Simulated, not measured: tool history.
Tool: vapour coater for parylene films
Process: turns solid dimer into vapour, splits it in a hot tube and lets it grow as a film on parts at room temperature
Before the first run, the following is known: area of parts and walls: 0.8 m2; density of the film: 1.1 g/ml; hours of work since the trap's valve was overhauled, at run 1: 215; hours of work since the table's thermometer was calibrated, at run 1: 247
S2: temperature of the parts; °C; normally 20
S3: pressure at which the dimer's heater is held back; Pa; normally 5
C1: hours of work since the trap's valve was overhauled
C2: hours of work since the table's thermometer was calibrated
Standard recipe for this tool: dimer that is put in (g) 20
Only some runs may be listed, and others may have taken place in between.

run 1 day=0 | dimer_that_is_put_in_(g)=20 S2=20 S3=5 | C1=215 C2=247 | thickness_of_the_film_(nm)=15410
run 2 day=0.65 | dimer_that_is_put_in_(g)=20 S2=20 S3=5 | C1=223 C2=255 | thickness_of_the_film_(nm)=15520
run 3 day=1.521 | dimer_that_is_put_in_(g)=20 S2=20 S3=5 | C1=233 C2=265 | thickness_of_the_film_(nm)=15330
run 4 day=2.379 | dimer_that_is_put_in_(g)=20 S2=20 S3=5 | C1=243 C2=275 | thickness_of_the_film_(nm)=15410
run 5 day=2.867 | dimer_that_is_put_in_(g)=20 S2=20 S3=8.3 | C1=249 C2=281 | thickness_of_the_film_(nm)=14810
run 6 day=3.717 | dimer_that_is_put_in_(g)=20 S2=20 S3=5 | C1=259 C2=291 | thickness_of_the_film_(nm)=15240
run 7 day=4.371 | dimer_that_is_put_in_(g)=20 S2=20 S3=5 | C1=267 C2=299 | thickness_of_the_film_(nm)=15290
run 8 day=4.842 | dimer_that_is_put_in_(g)=21 S2=20 S3=5 | C1=272 C2=305 | thickness_of_the_film_(nm)=15970
run 9 day=5.546 | dimer_that_is_put_in_(g)=27 S2=20 S3=5.67 | C1=281 C2=313 | thickness_of_the_film_(nm)=20370
run 10 day=6.267 | dimer_that_is_put_in_(g)=8 S2=20 S3=6.25 | C1=289 C2=322 | thickness_of_the_film_(nm)=6060
run 11 day=7.271 | dimer_that_is_put_in_(g)=13 S2=27 S3=5.57 | C1=301 C2=334 | thickness_of_the_film_(nm)=7880
run 12 day=8.054 | dimer_that_is_put_in_(g)=15 S2=18 S3=5 | C1=310 C2=343 | thickness_of_the_film_(nm)=12270
run 13 day=8.738 | dimer_that_is_put_in_(g)=10 S2=19 S3=2.45 | C1=319 C2=351 | thickness_of_the_film_(nm)=8270
run 14 day=9.371 | dimer_that_is_put_in_(g)=10 S2=19 S3=2.45 | C1=326 C2=359 | thickness_of_the_film_(nm)=8210
run 15 day=10.125 | dimer_that_is_put_in_(g)=20 S2=27 S3=2.41 | C1=335 C2=367 | thickness_of_the_film_(nm)=12780
run 16 day=10.708 | dimer_that_is_put_in_(g)=15 S2=14 S3=5 | C1=342 C2=374 | thickness_of_the_film_(nm)=13840

Forecast each of these 4 alternatives for the next run:
run A day=11.533 | dimer_that_is_put_in_(g)=28 S2=14 S3=3.89 | C1=352 C2=384 | thickness_of_the_film_(nm)=?
run B day=11.533 | dimer_that_is_put_in_(g)=9 S2=14 S3=4.95 | C1=352 C2=384 | thickness_of_the_film_(nm)=?
run C day=11.533 | dimer_that_is_put_in_(g)=23 S2=15 S3=5 | C1=352 C2=384 | thickness_of_the_film_(nm)=?
run D day=11.533 | dimer_that_is_put_in_(g)=21 S2=21 S3=5 | C1=352 C2=384 | thickness_of_the_film_(nm)=?

run=A thickness_of_the_film_(nm)=25820
run=B thickness_of_the_film_(nm)=8310
run=C thickness_of_the_film_(nm)=20480
run=D thickness_of_the_film_(nm)=15380
What these runs would have given with no unlogged condition in the tool:
run=A thickness_of_the_film_(nm)=26880
run=B thickness_of_the_film_(nm)=8650
run=C thickness_of_the_film_(nm)=21320
run=D thickness_of_the_film_(nm)=16010
